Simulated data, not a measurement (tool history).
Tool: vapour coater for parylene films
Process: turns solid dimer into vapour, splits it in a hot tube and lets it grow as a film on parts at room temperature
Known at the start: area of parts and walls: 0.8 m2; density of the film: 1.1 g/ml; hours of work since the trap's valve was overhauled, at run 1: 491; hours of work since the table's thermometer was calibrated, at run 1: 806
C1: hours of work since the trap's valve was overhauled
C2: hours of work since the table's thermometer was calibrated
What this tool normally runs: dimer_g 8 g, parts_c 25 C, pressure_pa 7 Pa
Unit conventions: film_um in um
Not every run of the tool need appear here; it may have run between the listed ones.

run 1 day=0.000 | dimer_g=8 parts_c=25 pressure_pa=7 | C1=491 C2=806 | film_um=4.72
run 2 day=1.112 | dimer_g=8 parts_c=25 pressure_pa=7 | C1=515 C2=829 | film_um=4.73
-- day=1.721 trap's valve overhauled
run 3 day=2.233 | dimer_g=8 parts_c=25 pressure_pa=7 | C1=11 C2=849 | film_um=4.95
run 4 day=3.083 | dimer_g=8 parts_c=24 pressure_pa=7 | C1=29 C2=867 | film_um=5.28
run 5 day=4.392 | dimer_g=7 parts_c=25 pressure_pa=7 | C1=56 C2=895 | film_um=4.42
run 6 day=5.650 | dimer_g=7 parts_c=25 pressure_pa=7 | C1=83 C2=922 | film_um=4.30
run 7 day=6.817 | dimer_g=7 parts_c=25 pressure_pa=7 | C1=108 C2=946 | film_um=4.26
run 8 day=7.742 | dimer_g=6 parts_c=25 pressure_pa=7 | C1=127 C2=966 | film_um=3.65
run 9 day=8.521 | dimer_g=6 parts_c=25 pressure_pa=7 | C1=144 C2=982 | film_um=3.67
run 10 day=10.271 | dimer_g=6 parts_c=25 pressure_pa=7 | C1=181 C2=1019 | film_um=3.65
run 11 day=12.108 | dimer_g=6 parts_c=25 pressure_pa=7 | C1=219 C2=1058 | film_um=3.64
run 12 day=13.729 | dimer_g=6 parts_c=25 pressure_pa=7 | C1=254 C2=1092 | film_um=3.64
run 13 day=14.683 | dimer_g=6 parts_c=25 pressure_pa=7 | C1=274 C2=1113 | film_um=3.64
run 14 day=15.996 | dimer_g=8 parts_c=25 pressure_pa=10 | C1=302 C2=1140 | film_um=4.42
run 15 day=17.471 | dimer_g=8 parts_c=25 pressure_pa=10 | C1=333 C2=1171 | film_um=4.49

Predict the results of run 16:
run 16 day=18.679 | dimer_g=8 parts_c=25 pressure_pa=10 | C1=358 C2=1197 | film_um=?

{"run 16": {"film_um": 4.46}}
The same run, on a tool lacking any hidden state, would have yielded film_um 4.88 um.
